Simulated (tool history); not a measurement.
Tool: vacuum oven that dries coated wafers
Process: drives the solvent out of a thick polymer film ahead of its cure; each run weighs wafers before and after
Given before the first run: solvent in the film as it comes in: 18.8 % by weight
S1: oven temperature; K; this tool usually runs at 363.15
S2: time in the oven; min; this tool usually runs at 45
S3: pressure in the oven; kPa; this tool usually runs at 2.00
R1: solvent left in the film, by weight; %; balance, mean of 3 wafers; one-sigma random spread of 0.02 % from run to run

run   hour      S1  S2    S3    R1
  1    0.0  363.15  45  2.00  1.25
  2   35.9  364.15  45  2.00  1.16
  3   74.4  363.15  45  2.00  1.26
  4  149.7  363.15  45  2.00  1.29
  5  222.0  363.15  45  2.00  1.27
  6  294.9  363.15  45  2.00  1.32
     360.3  -- oven's thermocouples calibrated
  7  360.3  363.15  45  2.00  1.36
  8  395.1  361.15  65  1.10  0.80
  9  469.1  361.15  65  1.10  0.81
     516.7  -- oven's thermocouples calibrated, once more
 10  518.3  361.15  53  1.94  1.19
 11  552.0  366.15  35  2.00  1.23
 12  629.2  364.15  27  5.62  3.30
 13  684.3  363.15  28  2.99  2.85
 14  726.4  363.15  28  2.99  2.84

Branching from run 14: 3 alternative next runs. What would each branch give?
  A  763.9  349.15  59  1.74   ?
  B  763.9  376.15  50  2.99   ?
  C  763.9  348.15  28  2.99   ?

run    R1
  A  3.83
  B  0.61
  C  8.40
Take away the tool's hidden state, keep each run's random variation, and the runs would have read:
run    R1
  A  3.66
  B  0.52
  C  8.29

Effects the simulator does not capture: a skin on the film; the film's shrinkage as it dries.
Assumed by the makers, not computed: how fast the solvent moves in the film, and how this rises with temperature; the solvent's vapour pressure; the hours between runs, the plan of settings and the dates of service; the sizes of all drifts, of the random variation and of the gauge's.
